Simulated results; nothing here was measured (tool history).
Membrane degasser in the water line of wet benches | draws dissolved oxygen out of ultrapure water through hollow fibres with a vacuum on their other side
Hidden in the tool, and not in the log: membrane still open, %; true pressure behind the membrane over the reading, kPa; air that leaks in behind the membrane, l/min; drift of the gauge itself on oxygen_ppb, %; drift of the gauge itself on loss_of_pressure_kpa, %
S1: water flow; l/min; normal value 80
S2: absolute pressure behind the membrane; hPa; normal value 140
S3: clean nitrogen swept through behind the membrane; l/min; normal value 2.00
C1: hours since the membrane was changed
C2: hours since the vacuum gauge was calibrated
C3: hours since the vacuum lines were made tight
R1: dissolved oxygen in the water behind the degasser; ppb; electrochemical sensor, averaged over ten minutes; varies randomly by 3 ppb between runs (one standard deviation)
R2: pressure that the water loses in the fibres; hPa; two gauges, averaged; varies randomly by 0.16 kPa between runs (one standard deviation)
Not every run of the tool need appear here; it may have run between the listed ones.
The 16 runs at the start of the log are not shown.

run 17 hour=744.2 | S1=107 S2=207 S3=5.32 | C1=2279 C2=5005 C3=1461 | R1=852.0 R2=377.4
run 18 hour=787.0 | S1=107 S2=207 S3=5.32 | C1=2321 C2=5048 C3=1504 | R1=856.7 R2=375.1
run 19 hour=812.6 | S1=107 S2=207 S3=5.32 | C1=2347 C2=5073 C3=1530 | R1=853.2 R2=376.9
run 20 hour=852.1 | S1=107 S2=162 S3=1.05 | C1=2386 C2=5113 C3=1569 | R1=1865.9 R2=377.1
run 21 hour=882.2 | S1=107 S2=162 S3=1.05 | C1=2417 C2=5143 C3=1599 | R1=1867.8 R2=378.3
run 22 hour=945.2 | S1=54 S2=258 S3=0.85 | C1=2479 C2=5206 C3=1662 | R1=2127.7 R2=190.2
run 23 hour=999.0 | S1=59 S2=258 S3=1.90 | C1=2533 C2=5260 C3=1716 | R1=1331.5 R2=209.4
-- hour=1003.2 vacuum gauge calibrated
run 24 hour=1056.2 | S1=76 S2=240 S3=0.95 | C1=2590 C2=53 C3=1773 | R1=2307.5 R2=266.7
run 25 hour=1116.3 | S1=76 S2=240 S3=0.95 | C1=2650 C2=113 C3=1833 | R1=2298.8 R2=269.6

Run 26, settings as shown, results not yet in. Your forecast:
-- hour=1164.9 vacuum gauge calibrated, once more
run 26 hour=1165.5 | S1=76 S2=240 S3=0.95 | C1=2699 C2=1 C3=1882 | R1=? R2=?

{"run 26": {"R1": 2266.2, "R2": 270.1}}
Were there no unlogged condition in the tool, this run, its random variation unchanged, would have produced R1 2265.4 ppb, R2 265.9 hPa.

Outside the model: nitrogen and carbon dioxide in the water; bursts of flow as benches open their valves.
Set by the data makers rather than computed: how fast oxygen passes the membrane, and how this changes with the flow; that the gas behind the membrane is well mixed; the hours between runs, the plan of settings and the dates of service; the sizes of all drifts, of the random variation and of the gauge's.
